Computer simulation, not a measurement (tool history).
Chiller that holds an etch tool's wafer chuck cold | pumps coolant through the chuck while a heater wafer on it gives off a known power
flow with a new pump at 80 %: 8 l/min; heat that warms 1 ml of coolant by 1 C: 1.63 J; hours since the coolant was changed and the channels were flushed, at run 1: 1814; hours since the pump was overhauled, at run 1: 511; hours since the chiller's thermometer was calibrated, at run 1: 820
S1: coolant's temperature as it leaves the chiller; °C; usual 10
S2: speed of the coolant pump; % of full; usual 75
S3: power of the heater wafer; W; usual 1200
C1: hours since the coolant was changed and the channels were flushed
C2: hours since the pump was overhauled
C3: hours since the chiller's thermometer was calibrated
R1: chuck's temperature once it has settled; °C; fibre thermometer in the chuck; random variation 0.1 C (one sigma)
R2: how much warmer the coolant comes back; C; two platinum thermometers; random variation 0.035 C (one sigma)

{"run": 1, "hour": 0.0, "S1": 10, "S2": 75, "S3": 1200, "C1": 1814, "C2": 511, "C3": 820, "R1": 20.2, "R2": 5.91}
{"run": 2, "hour": 38.1, "S1": 10, "S2": 75, "S3": 1200, "C1": 1852, "C2": 549, "C3": 858, "R1": 20.2, "R2": 5.97}
{"run": 3, "hour": 59.5, "S1": 10, "S2": 75, "S3": 1200, "C1": 1873, "C2": 571, "C3": 880, "R1": 20.2, "R2": 5.97}
{"run": 4, "hour": 101.5, "S1": 10, "S2": 75, "S3": 1006, "C1": 1915, "C2": 613, "C3": 922, "R1": 18.6, "R2": 5.01}
{"run": 5, "hour": 137.7, "S1": 10, "S2": 75, "S3": 1006, "C1": 1952, "C2": 649, "C3": 958, "R1": 18.7, "R2": 4.95}
{"run": 6, "hour": 162.0, "S1": 10, "S2": 75, "S3": 831, "C1": 1976, "C2": 673, "C3": 982, "R1": 17.0, "R2": 4.09}
{"run": 7, "hour": 202.2, "S1": 14, "S2": 75, "S3": 1200, "C1": 2016, "C2": 713, "C3": 1022, "R1": 24.5, "R2": 5.9}
{"run": 8, "hour": 241.1, "S1": 14, "S2": 75, "S3": 1200, "C1": 2055, "C2": 752, "C3": 1061, "R1": 24.4, "R2": 5.9}
{"run": 9, "hour": 277.4, "S1": 14, "S2": 75, "S3": 1200, "C1": 2091, "C2": 789, "C3": 1098, "R1": 24.2, "R2": 5.86}
{"run": 10, "hour": 321.8, "S1": 14, "S2": 75, "S3": 1200, "C1": 2136, "C2": 833, "C3": 1142, "R1": 24.4, "R2": 5.94}
{"run": 11, "hour": 363.9, "S1": 14, "S2": 75, "S3": 1200, "C1": 2178, "C2": 875, "C3": 1184, "R1": 24.1, "R2": 5.91}
{"run": 12, "hour": 408.5, "S1": 10, "S2": 75, "S3": 1200, "C1": 2222, "C2": 920, "C3": 1229, "R1": 20.2, "R2": 5.97}
{"run": 13, "hour": 433.9, "S1": 5, "S2": 75, "S3": 1200, "C1": 2248, "C2": 945, "C3": 1254, "R1": 14.9, "R2": 5.96}
{"run": 14, "hour": 476.7, "S1": 5, "S2": 72, "S3": 1720, "C1": 2291, "C2": 988, "C3": 1297, "R1": 20.2, "R2": 8.87}
{"run": 15, "hour": 520.3, "S1": 14, "S2": 72, "S3": 1144, "C1": 2334, "C2": 1031, "C3": 1340, "R1": 24.1, "R2": 5.9}
{"run": 16, "hour": 544.6, "S1": 2, "S2": 66, "S3": 1223, "C1": 2358, "C2": 1056, "C3": 1365, "R1": 13.6, "R2": 6.94}
{"run": 17, "hour": 586.2, "S1": 16, "S2": 82, "S3": 943, "C1": 2400, "C2": 1097, "C3": 1406, "R1": 23.5, "R2": 4.23}
{"run": 18, "hour": 623.6, "S1": 16, "S2": 75, "S3": 1200, "C1": 2437, "C2": 1135, "C3": 1444, "R1": 26.1, "R2": 5.94}
{"run": 19, "hour": 661.8, "S1": 16, "S2": 75, "S3": 1200, "C1": 2476, "C2": 1173, "C3": 1482, "R1": 26.3, "R2": 5.89}
{"run": 20, "hour": 695.9, "S1": 16, "S2": 75, "S3": 1200, "C1": 2510, "C2": 1207, "C3": 1516, "R1": 26.3, "R2": 5.9}
{"run": 21, "hour": 731.3, "S1": 16, "S2": 75, "S3": 1200, "C1": 2545, "C2": 1242, "C3": 1551, "R1": 26.1, "R2": 5.99}
{"run": 22, "hour": 769.2, "S1": 16, "S2": 75, "S3": 1200, "C1": 2583, "C2": 1280, "C3": 1589, "R1": 26.2, "R2": 5.93}
{"run": 23, "hour": 807.9, "S1": 2, "S2": 75, "S3": 914, "C1": 2622, "C2": 1319, "C3": 1628, "R1": 9.7, "R2": 4.51}

4 ways to go on from here, each from the tool as it stands after run 23. What would each give?
{"run": "A", "hour": 826.5, "S1": 10, "S2": 75, "S3": 1187, "C1": 2640, "C2": 1338, "C3": 1647, "R1": "?", "R2": "?"}
{"run": "B", "hour": 826.5, "S1": 17, "S2": 92, "S3": 1762, "C1": 2640, "C2": 1338, "C3": 1647, "R1": "?", "R2": "?"}
{"run": "C", "hour": 826.5, "S1": 8, "S2": 97, "S3": 913, "C1": 2640, "C2": 1338, "C3": 1647, "R1": "?", "R2": "?"}
{"run": "D", "hour": 826.5, "S1": 14, "S2": 77, "S3": 720, "C1": 2640, "C2": 1338, "C3": 1647, "R1": "?", "R2": "?"}

run=A R1=20.4 R2=5.87
run=B R1=29.6 R2=6.93
run=C R1=14.2 R2=3.37
run=D R1=20.1 R2=3.40
Without the tool's hidden state the same runs would have given:
run=A R1=20.3 R2=5.87
run=B R1=29.6 R2=6.93
run=C R1=14.2 R2=3.36
run=D R1=20.1 R2=3.40

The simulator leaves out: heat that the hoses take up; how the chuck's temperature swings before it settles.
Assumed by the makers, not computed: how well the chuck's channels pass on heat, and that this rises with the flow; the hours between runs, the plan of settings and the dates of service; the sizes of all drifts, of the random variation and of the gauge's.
